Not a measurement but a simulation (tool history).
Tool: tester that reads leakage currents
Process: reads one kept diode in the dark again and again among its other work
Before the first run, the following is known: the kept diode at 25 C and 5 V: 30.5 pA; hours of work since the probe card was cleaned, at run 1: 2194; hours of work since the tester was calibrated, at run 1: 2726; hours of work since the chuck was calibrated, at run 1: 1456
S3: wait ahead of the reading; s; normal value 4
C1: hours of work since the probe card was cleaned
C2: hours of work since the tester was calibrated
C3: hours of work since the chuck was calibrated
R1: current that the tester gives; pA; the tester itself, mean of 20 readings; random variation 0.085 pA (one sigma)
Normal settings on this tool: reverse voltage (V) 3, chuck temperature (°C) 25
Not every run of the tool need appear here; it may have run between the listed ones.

run 1 day=0 | reverse_voltage_(V)=3 chuck_temperature_(°C)=25 S3=4 | C1=2194 C2=2726 C3=1456 | R1=22.85
run 2 day=2.196 | reverse_voltage_(V)=3 chuck_temperature_(°C)=25 S3=4 | C1=2230 C2=2762 C3=1492 | R1=22.61
run 3 day=4.121 | reverse_voltage_(V)=16.43 chuck_temperature_(°C)=25 S3=4 | C1=2262 C2=2793 C3=1523 | R1=63.12
run 4 day=6.683 | reverse_voltage_(V)=16.43 chuck_temperature_(°C)=25 S3=4 | C1=2303 C2=2835 C3=1565 | R1=63
run 5 day=10.325 | reverse_voltage_(V)=16.43 chuck_temperature_(°C)=30 S3=4 | C1=2363 C2=2895 C3=1625 | R1=97.73
run 6 day=14.267 | reverse_voltage_(V)=3 chuck_temperature_(°C)=25 S3=4 | C1=2427 C2=2959 C3=1689 | R1=22.82
run 7 day=17.921 | reverse_voltage_(V)=10.44 chuck_temperature_(°C)=25 S3=4 | C1=2487 C2=3019 C3=1749 | R1=48.25
run 8 day=22.167 | reverse_voltage_(V)=10.44 chuck_temperature_(°C)=25 S3=4 | C1=2557 C2=3088 C3=1818 | R1=48.03
run 9 day=24.683 | reverse_voltage_(V)=10.44 chuck_temperature_(°C)=26 S3=4 | C1=2598 C2=3129 C3=1859 | R1=52.55
run 10 day=28.167 | reverse_voltage_(V)=3 chuck_temperature_(°C)=25 S3=4 | C1=2655 C2=3186 C3=1916 | R1=22.71
run 11 day=31.833 | reverse_voltage_(V)=7.51 chuck_temperature_(°C)=25 S3=4 | C1=2715 C2=3246 C3=1976 | R1=39.49
run 12 day=34.55 | reverse_voltage_(V)=7.51 chuck_temperature_(°C)=25 S3=4 | C1=2759 C2=3291 C3=2021 | R1=39.61
run 13 day=37.254 | reverse_voltage_(V)=3 chuck_temperature_(°C)=25 S3=0.68 | C1=2803 C2=3335 C3=2065 | R1=23.71
run 14 day=39.083 | reverse_voltage_(V)=3 chuck_temperature_(°C)=25 S3=0.68 | C1=2833 C2=3365 C3=2095 | R1=23.63
run 15 day=41.962 | reverse_voltage_(V)=3 chuck_temperature_(°C)=25 S3=0.68 | C1=2880 C2=3412 C3=2142 | R1=23.7
run 16 day=44.467 | reverse_voltage_(V)=3 chuck_temperature_(°C)=53 S3=4 | C1=2921 C2=3453 C3=2183 | R1=224.24
run 17 day=46.304 | reverse_voltage_(V)=1.49 chuck_temperature_(°C)=46 S3=4 | C1=2951 C2=3483 C3=2213 | R1=86.74
run 18 day=48.233 | reverse_voltage_(V)=1.49 chuck_temperature_(°C)=46 S3=4 | C1=2983 C2=3514 C3=2244 | R1=86.21
-- day=49.85 chuck's temperature calibrated
run 19 day=50.508 | reverse_voltage_(V)=9.55 chuck_temperature_(°C)=20 S3=0.83 | C1=3018 C2=3550 C3=11 | R1=31.54
run 20 day=52.392 | reverse_voltage_(V)=1.98 chuck_temperature_(°C)=25 S3=3.15 | C1=3049 C2=3581 C3=42 | R1=17.74
-- day=55.621 probe card cleaned and baked
run 21 day=55.625 | reverse_voltage_(V)=13.55 chuck_temperature_(°C)=25 S3=4 | C1=0 C2=3632 C3=92 | R1=56.57
run 22 day=58.5 | reverse_voltage_(V)=3 chuck_temperature_(°C)=26 S3=4 | C1=47 C2=3679 C3=139 | R1=24.95
run 23 day=61.071 | reverse_voltage_(V)=3.18 chuck_temperature_(°C)=25 S3=2.51 | C1=89 C2=3721 C3=181 | R1=23.69
run 24 day=65.092 | reverse_voltage_(V)=3.74 chuck_temperature_(°C)=34 S3=1.26 | C1=155 C2=3786 C3=247 | R1=57.3
run 25 day=69.021 | reverse_voltage_(V)=3.74 chuck_temperature_(°C)=25 S3=0.61 | C1=219 C2=3850 C3=311 | R1=27.33

Below are 5 alternative next runs, each starting from the tool's condition after run 25. Predict each:
run A day=71.667 | reverse_voltage_(V)=3 chuck_temperature_(°C)=21 S3=4 | C1=262 C2=3894 C3=355 | R1=?
run B day=71.667 | reverse_voltage_(V)=3 chuck_temperature_(°C)=25 S3=3.78 | C1=262 C2=3894 C3=355 | R1=?
run C day=71.667 | reverse_voltage_(V)=3.74 chuck_temperature_(°C)=25 S3=4.75 | C1=262 C2=3894 C3=355 | R1=?
run D day=71.667 | reverse_voltage_(V)=2.58 chuck_temperature_(°C)=34 S3=3.86 | C1=262 C2=3894 C3=355 | R1=?
run E day=71.667 | reverse_voltage_(V)=12.05 chuck_temperature_(°C)=35 S3=0.61 | C1=262 C2=3894 C3=355 | R1=?

run=A R1=15.84
run=B R1=22.85
run=C R1=26
run=D R1=45.37
run=E R1=128
Had the tool no hidden state, the same runs would have come out as:
run=A R1=15.83
run=B R1=22.84
run=C R1=26
run=D R1=45.36
run=E R1=127.98

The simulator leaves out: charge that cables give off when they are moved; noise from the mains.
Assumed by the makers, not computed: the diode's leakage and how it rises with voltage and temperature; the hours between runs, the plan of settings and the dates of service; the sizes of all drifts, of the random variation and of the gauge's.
